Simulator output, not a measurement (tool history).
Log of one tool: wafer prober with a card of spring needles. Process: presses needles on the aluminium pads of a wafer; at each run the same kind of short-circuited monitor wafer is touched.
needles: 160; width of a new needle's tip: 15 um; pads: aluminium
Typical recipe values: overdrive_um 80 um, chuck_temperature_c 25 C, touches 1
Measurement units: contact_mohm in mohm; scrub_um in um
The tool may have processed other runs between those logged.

{"run": 1, "day": 0.0, "overdrive_um": 80, "chuck_temperature_c": 25, "touches": 1, "contact_mohm": 207, "scrub_um": 20.26}
{"day": 0.112, "done": "tips cleaned on abrasive film"}
{"day": 0.554, "done": "tips cleaned on abrasive film"}
{"day": 1.104, "done": "tips cleaned on abrasive film"}
{"run": 2, "day": 1.438, "overdrive_um": 72, "chuck_temperature_c": 25, "touches": 1, "contact_mohm": 203, "scrub_um": 18.25}
{"day": 1.554, "done": "tips cleaned on abrasive film"}
{"day": 2.104, "done": "tips cleaned on abrasive film"}
{"day": 2.546, "done": "tips cleaned on abrasive film"}
{"day": 3.088, "done": "tips cleaned on abrasive film"}
{"run": 3, "day": 3.088, "overdrive_um": 72, "chuck_temperature_c": 25, "touches": 1, "contact_mohm": 203, "scrub_um": 18.27}
{"day": 3.529, "done": "tips cleaned on abrasive film"}
{"day": 4.079, "done": "tips cleaned on abrasive film"}
{"day": 4.521, "done": "tips cleaned on abrasive film"}
{"run": 4, "day": 4.854, "overdrive_um": 72, "chuck_temperature_c": 25, "touches": 1, "contact_mohm": 207, "scrub_um": 18.3}
{"day": 4.971, "done": "tips cleaned on abrasive film"}
{"day": 5.521, "done": "tips cleaned on abrasive film"}
{"day": 5.971, "done": "height of the first contact set anew"}
{"day": 6.083, "done": "tips cleaned on abrasive film"}
{"day": 6.633, "done": "tips cleaned on abrasive film"}
{"run": 5, "day": 6.762, "overdrive_um": 72, "chuck_temperature_c": 25, "touches": 1, "contact_mohm": 205, "scrub_um": 18.24}
{"day": 7.096, "done": "tips cleaned on abrasive film"}
{"day": 7.646, "done": "tips cleaned on abrasive film"}
{"day": 8.196, "done": "tips cleaned on abrasive film"}
{"day": 8.746, "done": "tips cleaned on abrasive film"}
{"run": 6, "day": 9.008, "overdrive_um": 80, "chuck_temperature_c": 25, "touches": 3, "contact_mohm": 200, "scrub_um": 20.27}
{"day": 9.233, "done": "tips cleaned on abrasive film"}
{"day": 9.783, "done": "tips cleaned on abrasive film"}
{"day": 10.333, "done": "tips cleaned on abrasive film"}
{"run": 7, "day": 10.55, "overdrive_um": 80, "chuck_temperature_c": 25, "touches": 3, "contact_mohm": 205, "scrub_um": 20.3}
{"day": 10.875, "done": "tips cleaned on abrasive film"}
{"day": 11.425, "done": "tips cleaned on abrasive film"}
{"day": 11.975, "done": "tips cleaned on abrasive film"}
{"run": 8, "day": 11.975, "overdrive_um": 80, "chuck_temperature_c": 25, "touches": 3, "contact_mohm": 204, "scrub_um": 20.28}
{"day": 12.525, "done": "tips cleaned on abrasive film"}
{"day": 13.075, "done": "tips cleaned on abrasive film"}
{"day": 13.517, "done": "tips cleaned on abrasive film"}
{"day": 14.067, "done": "tips cleaned on abrasive film"}
{"run": 9, "day": 14.492, "overdrive_um": 80, "chuck_temperature_c": 25, "touches": 3, "contact_mohm": 200, "scrub_um": 20.19}
{"day": 14.608, "done": "tips cleaned on abrasive film"}
{"day": 15.046, "done": "tips cleaned on abrasive film"}
{"day": 15.596, "done": "tips cleaned on abrasive film"}
{"day": 16.146, "done": "tips cleaned on abrasive film"}
{"day": 16.588, "done": "tips cleaned on abrasive film"}
{"run": 10, "day": 16.733, "overdrive_um": 70, "chuck_temperature_c": 36, "touches": 2, "contact_mohm": 207, "scrub_um": 17.69}
{"day": 17.067, "done": "tips cleaned on abrasive film"}
{"day": 17.617, "done": "tips cleaned on abrasive film"}
{"day": 18.058, "done": "tips cleaned on abrasive film"}
{"run": 11, "day": 18.379, "overdrive_um": 73, "chuck_temperature_c": 28, "touches": 3, "contact_mohm": 206, "scrub_um": 18.44}
{"day": 18.604, "done": "tips cleaned on abrasive film"}
{"day": 19.154, "done": "tips cleaned on abrasive film"}
{"day": 19.704, "done": "tips cleaned on abrasive film"}
{"day": 20.146, "done": "tips cleaned on abrasive film"}
{"day": 20.696, "done": "tips cleaned on abrasive film"}
{"day": 21.112, "done": "height of the first contact set anew"}
{"run": 12, "day": 21.112, "overdrive_um": 73, "chuck_temperature_c": 28, "touches": 3, "contact_mohm": 201, "scrub_um": 18.57}
{"day": 21.229, "done": "tips cleaned on abrasive film"}
{"day": 21.667, "done": "tips cleaned on abrasive film"}
{"day": 22.217, "done": "tips cleaned on abrasive film"}
{"day": 22.658, "done": "tips cleaned on abrasive film"}
{"day": 23.208, "done": "tips cleaned on abrasive film"}
{"day": 23.65, "done": "tips cleaned on abrasive film"}
{"run": 13, "day": 23.788, "overdrive_um": 68, "chuck_temperature_c": 97, "touches": 2, "contact_mohm": 220, "scrub_um": 17.28}
{"day": 24.121, "done": "tips cleaned on abrasive film"}
{"day": 24.671, "done": "tips cleaned on abrasive film"}
{"day": 25.221, "done": "tips cleaned on abrasive film"}
{"run": 14, "day": 25.533, "overdrive_um": 80, "chuck_temperature_c": 52, "touches": 1, "contact_mohm": 211, "scrub_um": 20.23}
{"day": 25.758, "done": "tips cleaned on abrasive film"}
{"day": 26.308, "done": "tips cleaned on abrasive film"}
{"day": 26.858, "done": "tips cleaned on abrasive film"}
{"run": 15, "day": 27.046, "overdrive_um": 80, "chuck_temperature_c": 52, "touches": 1, "contact_mohm": 212, "scrub_um": 20.26}
{"day": 27.375, "done": "tips cleaned on abrasive film"}
{"day": 27.817, "done": "tips cleaned on abrasive film"}
{"day": 28.321, "done": "tips cleaned on abrasive film"}
{"run": 16, "day": 28.321, "overdrive_um": 88, "chuck_temperature_c": 72, "touches": 1, "contact_mohm": 215, "scrub_um": 22.29}
{"day": 28.871, "done": "tips cleaned on abrasive film"}
{"day": 29.421, "done": "tips cleaned on abrasive film"}
{"run": 17, "day": 29.654, "overdrive_um": 87, "chuck_temperature_c": 72, "touches": 1, "contact_mohm": 213, "scrub_um": 22.01}
{"day": 29.875, "done": "tips cleaned on abrasive film"}
{"day": 30.317, "done": "tips cleaned on abrasive film"}
{"day": 30.867, "done": "tips cleaned on abrasive film"}
{"day": 31.417, "done": "tips cleaned on abrasive film"}
{"day": 31.929, "done": "tips cleaned on abrasive film"}
{"run": 18, "day": 31.929, "overdrive_um": 87, "chuck_temperature_c": 77, "touches": 2, "contact_mohm": 215, "scrub_um": 22.09}

Forecast each of these 3 alternatives for the next run:
{"day": 32.479, "done": "tips cleaned on abrasive film"}
{"day": 33.029, "done": "tips cleaned on abrasive film"}
{"day": 33.579, "done": "tips cleaned on abrasive film"}
{"day": 34.021, "done": "tips cleaned on abrasive film"}
{"day": 34.55, "done": "tips cleaned on abrasive film"}
{"run": "A", "day": 34.55, "overdrive_um": 87, "chuck_temperature_c": 71, "touches": 1, "contact_mohm": "?", "scrub_um": "?"}
{"day": 32.479, "done": "tips cleaned on abrasive film"}
{"day": 33.029, "done": "tips cleaned on abrasive film"}
{"day": 33.579, "done": "tips cleaned on abrasive film"}
{"day": 34.021, "done": "tips cleaned on abrasive film"}
{"day": 34.55, "done": "tips cleaned on abrasive film"}
{"run": "B", "day": 34.55, "overdrive_um": 72, "chuck_temperature_c": 99, "touches": 1, "contact_mohm": "?", "scrub_um": "?"}
{"day": 32.479, "done": "tips cleaned on abrasive film"}
{"day": 33.029, "done": "tips cleaned on abrasive film"}
{"day": 33.579, "done": "tips cleaned on abrasive film"}
{"day": 34.021, "done": "tips cleaned on abrasive film"}
{"day": 34.55, "done": "tips cleaned on abrasive film"}
{"run": "C", "day": 34.55, "overdrive_um": 84, "chuck_temperature_c": 62, "touches": 1, "contact_mohm": "?", "scrub_um": "?"}

run=A contact_mohm=213 scrub_um=22.08
run=B contact_mohm=225 scrub_um=18.22
run=C contact_mohm=210 scrub_um=21.24
Stripped of hidden state, with their random variation kept, the same runs would have yielded:
run=A contact_mohm=213 scrub_um=22.09
run=B contact_mohm=225 scrub_um=18.23
run=C contact_mohm=210 scrub_um=21.24
